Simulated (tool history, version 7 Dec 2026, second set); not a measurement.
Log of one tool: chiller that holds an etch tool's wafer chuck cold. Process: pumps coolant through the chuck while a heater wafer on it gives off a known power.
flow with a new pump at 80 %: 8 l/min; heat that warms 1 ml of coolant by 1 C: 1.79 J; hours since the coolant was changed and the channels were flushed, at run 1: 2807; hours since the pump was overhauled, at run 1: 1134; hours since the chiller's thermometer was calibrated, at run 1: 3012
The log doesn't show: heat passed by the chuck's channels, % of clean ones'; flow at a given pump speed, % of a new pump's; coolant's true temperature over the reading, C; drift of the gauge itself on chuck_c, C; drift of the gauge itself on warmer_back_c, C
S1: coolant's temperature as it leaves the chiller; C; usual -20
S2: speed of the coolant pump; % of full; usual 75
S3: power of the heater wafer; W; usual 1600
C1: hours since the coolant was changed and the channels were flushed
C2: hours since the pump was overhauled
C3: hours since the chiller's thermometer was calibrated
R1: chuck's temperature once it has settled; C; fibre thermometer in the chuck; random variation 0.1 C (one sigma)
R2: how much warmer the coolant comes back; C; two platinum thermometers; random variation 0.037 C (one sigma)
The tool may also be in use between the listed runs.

Run 1, day 0.000: usual settings; C1 2807; C2 1134; C3 3012. Result: R1 0.3 C, R2 7.44 C.
At day 5.208: coolant changed, channels flushed.
Run 2, day 6.417: usual settings but S3 1926 W; C1 29; C2 1282; C3 3160. Result: R1 1.5 C, R2 8.84 C.
Run 3, day 11.088: usual settings but S3 1926 W; C1 141; C2 1394; C3 3272. Result: R1 1.7 C, R2 8.82 C.
Run 4, day 14.388: usual settings but S3 1753 W; C1 220; C2 1474; C3 3351. Result: R1 -0.2 C, R2 8.15 C.
Run 5, day 19.662: usual settings; C1 347; C2 1600; C3 3478. Result: R1 -1.9 C, R2 7.48 C.
Run 6, day 22.400: usual settings; C1 413; C2 1666; C3 3543. Result: R1 -2.0 C, R2 7.43 C.
Run 7, day 25.954: usual settings but S2 99 % of full; C1 498; C2 1751; C3 3629. Result: R1 -4.7 C, R2 5.67 C.

Run 8 comes next. What will it give?
Run 8, day 28.875: usual settings but S1 -25 C, S3 1901 W; C1 568; C2 1821; C3 3699. Result: R1 ?, R2 ?.

R1: -3.1 C
R2: 8.88 C
Without the tool's hidden state the same run would have given R1 -4.0 C, R2 8.47 C.
